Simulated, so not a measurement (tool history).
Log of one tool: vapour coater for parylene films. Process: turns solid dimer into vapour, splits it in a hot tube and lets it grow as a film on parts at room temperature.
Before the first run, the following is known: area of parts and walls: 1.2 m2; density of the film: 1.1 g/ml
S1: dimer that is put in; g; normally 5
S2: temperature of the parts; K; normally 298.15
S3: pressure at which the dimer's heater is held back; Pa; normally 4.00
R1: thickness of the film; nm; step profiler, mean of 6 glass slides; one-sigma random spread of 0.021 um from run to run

{"run": 1, "hour": 0.0, "S1": 5, "S2": 298.15, "S3": 4.0, "R1": 2950}
{"run": 2, "hour": 30.5, "S1": 5, "S2": 298.15, "S3": 4.0, "R1": 2900}
{"run": 3, "hour": 66.1, "S1": 5, "S2": 298.15, "S3": 4.0, "R1": 2920}
{"run": 4, "hour": 90.8, "S1": 5, "S2": 298.15, "S3": 4.0, "R1": 2910}
{"run": 5, "hour": 111.7, "S1": 5, "S2": 298.15, "S3": 4.0, "R1": 2920}
{"run": 6, "hour": 136.3, "S1": 5, "S2": 298.15, "S3": 6.2, "R1": 2760}
{"run": 7, "hour": 171.8, "S1": 8, "S2": 299.15, "S3": 3.47, "R1": 4540}
{"run": 8, "hour": 190.7, "S1": 6, "S2": 303.15, "S3": 2.79, "R1": 2960}
{"run": 9, "hour": 218.9, "S1": 2, "S2": 291.15, "S3": 5.52, "R1": 1450}
{"run": 10, "hour": 256.1, "S1": 2, "S2": 291.15, "S3": 5.52, "R1": 1480}

Expected results for the next run?
{"run": 11, "hour": 291.2, "S1": 2, "S2": 290.15, "S3": 6.6, "R1": "?"}

Run 11 produced R1 1470 nm.
With the hidden condition absent and the run-to-run variation left alone, this run would have shown R1 1470 nm.
